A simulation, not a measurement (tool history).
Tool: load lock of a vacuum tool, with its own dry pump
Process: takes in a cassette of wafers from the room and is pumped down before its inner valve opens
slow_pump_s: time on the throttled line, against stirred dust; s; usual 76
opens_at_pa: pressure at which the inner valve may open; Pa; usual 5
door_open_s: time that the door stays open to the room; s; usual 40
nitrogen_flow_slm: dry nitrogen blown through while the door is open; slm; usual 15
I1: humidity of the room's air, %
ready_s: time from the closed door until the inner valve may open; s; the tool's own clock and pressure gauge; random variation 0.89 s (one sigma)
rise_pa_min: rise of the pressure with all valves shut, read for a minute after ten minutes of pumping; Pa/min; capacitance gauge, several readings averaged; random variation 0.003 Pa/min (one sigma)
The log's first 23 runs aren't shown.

run 24 hour=11148.2 | slow_pump_s=76 opens_at_pa=8 door_open_s=205 nitrogen_flow_slm=15 | I1=47.0 | ready_s=142.2 rise_pa_min=0.457
run 25 hour=11638.8 | slow_pump_s=69 opens_at_pa=6 door_open_s=187 nitrogen_flow_slm=15 | I1=40.4 | ready_s=139.3 rise_pa_min=0.497
run 26 hour=12301.1 | slow_pump_s=76 opens_at_pa=7 door_open_s=102 nitrogen_flow_slm=15 | I1=45.9 | ready_s=144.9 rise_pa_min=0.571
run 27 hour=12607.7 | slow_pump_s=76 opens_at_pa=7 door_open_s=39 nitrogen_flow_slm=11 | I1=44.6 | ready_s=146.9 rise_pa_min=0.597
-- hour=12988.8 door's seal changed, seat wiped
run 28 hour=13030.1 | slow_pump_s=76 opens_at_pa=7 door_open_s=39 nitrogen_flow_slm=11 | I1=42.8 | ready_s=146.7 rise_pa_min=0.021
run 29 hour=13327.2 | slow_pump_s=76 opens_at_pa=8 door_open_s=29 nitrogen_flow_slm=11 | I1=41.8 | ready_s=145.5 rise_pa_min=0.021
run 30 hour=13699.5 | slow_pump_s=99 opens_at_pa=8 door_open_s=29 nitrogen_flow_slm=16 | I1=44.8 | ready_s=165.2 rise_pa_min=0.032
run 31 hour=14288.6 | slow_pump_s=119 opens_at_pa=8 door_open_s=29 nitrogen_flow_slm=5 | I1=47.0 | ready_s=183.7 rise_pa_min=0.063
run 32 hour=14880.6 | slow_pump_s=119 opens_at_pa=5 door_open_s=29 nitrogen_flow_slm=42 | I1=46.1 | ready_s=191.5 rise_pa_min=0.068
run 33 hour=15446.1 | slow_pump_s=119 opens_at_pa=5 door_open_s=29 nitrogen_flow_slm=42 | I1=46.0 | ready_s=188.3 rise_pa_min=0.097
run 34 hour=15935.5 | slow_pump_s=119 opens_at_pa=5 door_open_s=29 nitrogen_flow_slm=42 | I1=47.4 | ready_s=190.6 rise_pa_min=0.122
run 35 hour=16603.3 | slow_pump_s=142 opens_at_pa=5 door_open_s=29 nitrogen_flow_slm=12 | I1=47.7 | ready_s=212.1 rise_pa_min=0.169
run 36 hour=17008.4 | slow_pump_s=44 opens_at_pa=5 door_open_s=152 nitrogen_flow_slm=12 | I1=46.1 | ready_s=129.5 rise_pa_min=0.209

Forecast each of these 4 alternatives for the next run:
-- hour=17113.7 dry pump taken out, an overhauled one fitted
run A hour=17372.4 | slow_pump_s=44 opens_at_pa=5 door_open_s=114 nitrogen_flow_slm=12 | I1=43.2 | ready_s=? rise_pa_min=?
-- hour=17113.7 dry pump taken out, an overhauled one fitted
run B hour=17372.4 | slow_pump_s=44 opens_at_pa=5 door_open_s=152 nitrogen_flow_slm=11 | I1=47.5 | ready_s=? rise_pa_min=?
-- hour=17113.7 dry pump taken out, an overhauled one fitted
run C hour=17372.4 | slow_pump_s=57 opens_at_pa=5 door_open_s=143 nitrogen_flow_slm=15 | I1=41.6 | ready_s=? rise_pa_min=?
-- hour=17113.7 dry pump taken out, an overhauled one fitted
run D hour=17372.4 | slow_pump_s=76 opens_at_pa=6 door_open_s=40 nitrogen_flow_slm=15 | I1=49.2 | ready_s=? rise_pa_min=?

run=A ready_s=111.1 rise_pa_min=0.228
run=B ready_s=111.3 rise_pa_min=0.230
run=C ready_s=123.0 rise_pa_min=0.225
run=D ready_s=140.2 rise_pa_min=0.223
Without the tool's hidden state the same runs would have given:
run=A ready_s=110.7 rise_pa_min=0.023
run=B ready_s=110.9 rise_pa_min=0.029
run=C ready_s=122.4 rise_pa_min=0.021
run=D ready_s=139.6 rise_pa_min=0.016
